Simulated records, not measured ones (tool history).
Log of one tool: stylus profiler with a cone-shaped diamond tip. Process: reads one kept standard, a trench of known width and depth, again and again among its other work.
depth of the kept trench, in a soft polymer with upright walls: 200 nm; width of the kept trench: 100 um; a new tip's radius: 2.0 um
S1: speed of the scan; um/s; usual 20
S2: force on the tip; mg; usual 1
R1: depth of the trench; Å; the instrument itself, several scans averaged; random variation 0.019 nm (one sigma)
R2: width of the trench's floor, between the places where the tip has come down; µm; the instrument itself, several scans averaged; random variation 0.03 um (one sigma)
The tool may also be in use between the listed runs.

{"run": 1, "hour": 0.0, "S1": 20, "S2": 1, "R1": 2014.6, "R2": 97.64}
{"run": 2, "hour": 12.1, "S1": 20, "S2": 1, "R1": 2014.5, "R2": 97.69}
{"run": 3, "hour": 19.5, "S1": 20, "S2": 1, "R1": 2014.6, "R2": 97.7}
{"run": 4, "hour": 33.7, "S1": 20, "S2": 1, "R1": 2014.4, "R2": 97.68}
{"run": 5, "hour": 47.9, "S1": 20, "S2": 1, "R1": 2014.2, "R2": 97.7}
{"run": 6, "hour": 63.6, "S1": 20, "S2": 1, "R1": 2014.2, "R2": 97.61}
{"run": 7, "hour": 74.6, "S1": 52, "S2": 1, "R1": 2014.6, "R2": 97.35}
{"run": 8, "hour": 86.0, "S1": 71, "S2": 1, "R1": 2014.3, "R2": 97.22}
{"run": 9, "hour": 94.7, "S1": 71, "S2": 1, "R1": 2014.3, "R2": 97.18}
{"run": 10, "hour": 105.2, "S1": 55, "S2": 1, "R1": 2014.1, "R2": 97.34}
{"run": 11, "hour": 114.8, "S1": 55, "S2": 1, "R1": 2014.3, "R2": 97.28}
{"run": 12, "hour": 124.6, "S1": 55, "S2": 1, "R1": 2014.1, "R2": 97.28}
{"run": 13, "hour": 133.2, "S1": 55, "S2": 1, "R1": 2014, "R2": 97.29}
{"run": 14, "hour": 142.0, "S1": 12, "S2": 1, "R1": 2014.1, "R2": 97.66}
{"run": 15, "hour": 149.4, "S1": 17, "S2": 1.71, "R1": 2021.6, "R2": 97.66}
{"run": 16, "hour": 163.7, "S1": 6, "S2": 0.76, "R1": 2011.3, "R2": 97.7}
{"run": 17, "hour": 179.2, "S1": 68, "S2": 0.76, "R1": 2011, "R2": 97.08}
{"run": 18, "hour": 192.6, "S1": 75, "S2": 2.55, "R1": 2028.1, "R2": 97.27}
{"run": 19, "hour": 204.2, "S1": 77, "S2": 1.37, "R1": 2017.5, "R2": 97.21}
{"run": 20, "hour": 210.7, "S1": 20, "S2": 1.83, "R1": 2022.3, "R2": 97.58}
{"run": 21, "hour": 224.4, "S1": 22, "S2": 2.34, "R1": 2026.4, "R2": 97.57}
{"run": 22, "hour": 232.3, "S1": 22, "S2": 2.34, "R1": 2026.4, "R2": 97.55}
{"run": 23, "hour": 241.5, "S1": 60, "S2": 1.75, "R1": 2021.5, "R2": 97.27}
{"run": 24, "hour": 252.0, "S1": 60, "S2": 1.75, "R1": 2021.3, "R2": 97.3}
{"run": 25, "hour": 265.0, "S1": 43, "S2": 1.47, "R1": 2018.7, "R2": 97.38}
{"run": 26, "hour": 275.5, "S1": 63, "S2": 0.48, "R1": 2007.5, "R2": 96.9}
{"run": 27, "hour": 284.2, "S1": 22, "S2": 0.61, "R1": 2009.3, "R2": 97.43}
{"run": 28, "hour": 293.5, "S1": 6, "S2": 2.3, "R1": 2025.5, "R2": 97.66}

Some steps in R1 between neighbouring runs. How much of each would the tool show without its hidden state too (settings, what came in, random variation), and how much is left for the hidden state, with any gauge scatter that isn't in both results?
The hidden state here: radius of the tip, um; height scale over the true one, %; drift of the gauge itself on depth_nm, %; drift of the gauge itself on floor_um, %.
Run 3 -> 4: no setting changed, nothing entered. R1 -0.2 Å: hidden state -0.1, all else -0.1.
Run 6 -> 7: S1 20 -> 52. R1 +0.4 Å: hidden state -0.1, all else +0.5.
Run 17 -> 18: S1 68 -> 75, S2 0.76 -> 2.55. R1 +17.1 Å: hidden state +0, all else +17.1.
Run 27 -> 28: S1 22 -> 6, S2 0.61 -> 2.3. R1 +16.2 Å: hidden state -0.1, all else +16.3.
